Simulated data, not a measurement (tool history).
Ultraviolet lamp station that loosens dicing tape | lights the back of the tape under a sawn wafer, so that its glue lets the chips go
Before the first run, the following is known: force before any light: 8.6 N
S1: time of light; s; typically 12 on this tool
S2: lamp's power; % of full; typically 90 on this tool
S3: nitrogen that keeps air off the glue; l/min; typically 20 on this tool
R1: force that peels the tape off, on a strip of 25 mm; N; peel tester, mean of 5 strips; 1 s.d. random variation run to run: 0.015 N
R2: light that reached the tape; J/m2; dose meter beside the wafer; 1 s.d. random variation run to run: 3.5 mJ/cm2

run   hour  S1  S2  S3     R1    R2
  1    0.0  12  90  20  0.727  5680
  2    4.9  12  79  20  0.969  4970
  3   15.0  12  79  20  0.946  5020
  4   19.4   6  90  20  2.307  2900
  5   28.7   6  90  17  2.485  2870
  6   33.6  12  90  20  0.738  5720
  7   44.1  12  90  20  0.733  5790
  8   49.5  12  90  20  0.714  5720
  9   55.6   6  90  20  2.402  2830
 10   61.1   6  90  20  2.315  2880
 11   70.2   6  90  20  2.313  2860
 12   75.5  12  90  39  0.580  5720
 13   83.2  12  90  39  0.607  5730
 14   92.0  10  90  11  1.325  4810
 15  102.0  10  90  11  1.299  4760
 16  111.4   8  90  11  1.894  3790
 17  121.6  12  90  30  0.631  5730
 18  127.1  12  77  12  1.239  4880
 19  131.9  12  88  10  1.024  5650
 20  140.9  12  88  10  1.012  5540
 21  146.9  12  88  10  0.988  5580
 22  152.1  11  95  20  0.802  5560
 23  161.8  18  77  15  0.484  7300
 24  167.8  10  77  15  1.515  4110
 25  173.2  10  77  15  1.502  4090

Forecast each of these 3 alternatives for the next run:
  A  177.7   9  77  25   ?   ?
  B  177.7  15  77   9   ?   ?
  C  177.7  23  80  20   ?   ?

run     R1    R2
  A  1.478  3700
  B  0.917  6140
  C  0.272  9820
Take away the tool's hidden state, keep each run's random variation, and the runs would have read:
run     R1    R2
  A  1.475  3710
  B  0.915  6150
  C  0.272  9830
